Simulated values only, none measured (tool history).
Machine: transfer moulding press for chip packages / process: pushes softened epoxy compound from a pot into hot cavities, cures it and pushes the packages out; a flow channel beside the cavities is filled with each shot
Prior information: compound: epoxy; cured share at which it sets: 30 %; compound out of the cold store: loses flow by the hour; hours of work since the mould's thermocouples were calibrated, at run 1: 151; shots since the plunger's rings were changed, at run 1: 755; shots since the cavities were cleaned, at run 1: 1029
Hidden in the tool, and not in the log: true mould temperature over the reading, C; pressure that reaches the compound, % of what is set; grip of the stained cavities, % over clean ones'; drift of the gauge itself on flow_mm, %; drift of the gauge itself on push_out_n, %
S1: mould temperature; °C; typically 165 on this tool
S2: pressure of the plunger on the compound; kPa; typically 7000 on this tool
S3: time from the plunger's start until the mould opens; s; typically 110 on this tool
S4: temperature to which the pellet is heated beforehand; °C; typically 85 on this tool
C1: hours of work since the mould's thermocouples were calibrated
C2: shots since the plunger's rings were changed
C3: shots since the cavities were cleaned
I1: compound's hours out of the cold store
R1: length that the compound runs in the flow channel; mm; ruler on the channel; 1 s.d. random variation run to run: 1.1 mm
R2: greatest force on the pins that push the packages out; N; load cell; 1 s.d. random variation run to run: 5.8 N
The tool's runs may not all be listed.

{"run": 1, "hour": 0.0, "S1": 165, "S2": 7000, "S3": 110, "S4": 85, "C1": 151, "C2": 755, "C3": 1029, "I1": 23.3, "R1": 587, "R2": 208}
{"hour": 8.3, "done": "cavities cleaned with cleaning compound and waxed"}
{"run": 2, "hour": 18.1, "S1": 165, "S2": 7000, "S3": 110, "S4": 85, "C1": 162, "C2": 941, "C3": 110, "I1": 23.8, "R1": 585, "R2": 210}
{"run": 3, "hour": 40.1, "S1": 168, "S2": 7000, "S3": 110, "S4": 85, "C1": 176, "C2": 1188, "C3": 357, "I1": 13.7, "R1": 600, "R2": 187}
{"run": 4, "hour": 66.1, "S1": 168, "S2": 7000, "S3": 110, "S4": 85, "C1": 192, "C2": 1480, "C3": 649, "I1": 30.9, "R1": 560, "R2": 190}
{"run": 5, "hour": 80.4, "S1": 168, "S2": 7000, "S3": 110, "S4": 85, "C1": 201, "C2": 1640, "C3": 809, "I1": 26.5, "R1": 572, "R2": 187}
{"run": 6, "hour": 105.9, "S1": 168, "S2": 7000, "S3": 110, "S4": 85, "C1": 218, "C2": 1927, "C3": 1096, "I1": 31.8, "R1": 562, "R2": 191}
{"hour": 109.6, "done": "cavities cleaned with cleaning compound and waxed"}
{"run": 7, "hour": 129.6, "S1": 165, "S2": 7000, "S3": 110, "S4": 89, "C1": 232, "C2": 2176, "C3": 225, "I1": 19.7, "R1": 594, "R2": 212}
{"run": 8, "hour": 145.3, "S1": 165, "S2": 7000, "S3": 110, "S4": 89, "C1": 242, "C2": 2352, "C3": 401, "I1": 18.0, "R1": 597, "R2": 212}
{"run": 9, "hour": 161.5, "S1": 165, "S2": 7000, "S3": 110, "S4": 89, "C1": 252, "C2": 2534, "C3": 583, "I1": 9.2, "R1": 620, "R2": 211}
{"run": 10, "hour": 179.1, "S1": 165, "S2": 7000, "S3": 135, "S4": 85, "C1": 263, "C2": 2731, "C3": 780, "I1": 14.4, "R1": 609, "R2": 190}
{"hour": 210.1, "done": "cavities cleaned with cleaning compound and waxed"}
{"run": 11, "hour": 214.6, "S1": 165, "S2": 7000, "S3": 135, "S4": 85, "C1": 285, "C2": 3113, "C3": 51, "I1": 12.2, "R1": 614, "R2": 175}
{"run": 12, "hour": 231.6, "S1": 165, "S2": 7000, "S3": 135, "S4": 85, "C1": 296, "C2": 3303, "C3": 241, "I1": 44.3, "R1": 540, "R2": 176}
{"run": 13, "hour": 256.6, "S1": 173, "S2": 6960, "S3": 134, "S4": 81, "C1": 312, "C2": 3584, "C3": 522, "I1": 37.8, "R1": 535, "R2": 174}
{"run": 14, "hour": 285.0, "S1": 166, "S2": 8760, "S3": 135, "S4": 77, "C1": 330, "C2": 3903, "C3": 841, "I1": 35.0, "R1": 626, "R2": 175}
{"hour": 309.5, "done": "cavities cleaned with cleaning compound and waxed"}
{"run": 15, "hour": 319.9, "S1": 166, "S2": 8060, "S3": 130, "S4": 77, "C1": 351, "C2": 4278, "C3": 116, "I1": 33.8, "R1": 602, "R2": 183}
{"run": 16, "hour": 341.0, "S1": 166, "S2": 8060, "S3": 130, "S4": 77, "C1": 365, "C2": 4515, "C3": 353, "I1": 37.1, "R1": 596, "R2": 173}
{"run": 17, "hour": 373.7, "S1": 166, "S2": 6290, "S3": 113, "S4": 77, "C1": 386, "C2": 4882, "C3": 720, "I1": 46.2, "R1": 507, "R2": 182}
{"run": 18, "hour": 392.1, "S1": 171, "S2": 7000, "S3": 110, "S4": 89, "C1": 397, "C2": 5088, "C3": 926, "I1": 29.8, "R1": 557, "R2": 184}
{"hour": 409.3, "done": "cavities cleaned with cleaning compound and waxed"}
{"run": 19, "hour": 421.4, "S1": 171, "S2": 7000, "S3": 110, "S4": 89, "C1": 415, "C2": 5401, "C3": 136, "I1": 17.1, "R1": 585, "R2": 186}
{"run": 20, "hour": 447.5, "S1": 168, "S2": 6160, "S3": 110, "S4": 94, "C1": 432, "C2": 5693, "C3": 428, "I1": 47.3, "R1": 494, "R2": 185}
{"hour": 452.0, "done": "plunger's sealing rings changed"}
{"run": 21, "hour": 479.2, "S1": 165, "S2": 7000, "S3": 149, "S4": 83, "C1": 450, "C2": 306, "C3": 756, "I1": 12.1, "R1": 613, "R2": 178}

Alternative continuations, all from the tool just after run 21; predict every row:
{"run": "A", "hour": 494.8, "S1": 165, "S2": 6250, "S3": 110, "S4": 85, "C1": 460, "C2": 481, "C3": 931, "I1": 36.2, "R1": "?", "R2": "?"}
{"run": "B", "hour": 494.8, "S1": 158, "S2": 7000, "S3": 110, "S4": 85, "C1": 460, "C2": 481, "C3": 931, "I1": 36.9, "R1": "?", "R2": "?"}
{"run": "C", "hour": 494.8, "S1": 169, "S2": 5700, "S3": 110, "S4": 85, "C1": 460, "C2": 481, "C3": 931, "I1": 34.5, "R1": "?", "R2": "?"}
{"run": "D", "hour": 494.8, "S1": 171, "S2": 6820, "S3": 149, "S4": 94, "C1": 460, "C2": 481, "C3": 931, "I1": 14.0, "R1": "?", "R2": "?"}

run=A R1=527 R2=206
run=B R1=578 R2=331
run=C R1=499 R2=189
run=D R1=585 R2=176
The same runs, with their run-to-run variation unchanged, on a tool lacking any hidden condition would have given:
run=A R1=527 R2=204
run=B R1=578 R2=328
run=C R1=499 R2=187
run=D R1=585 R2=175
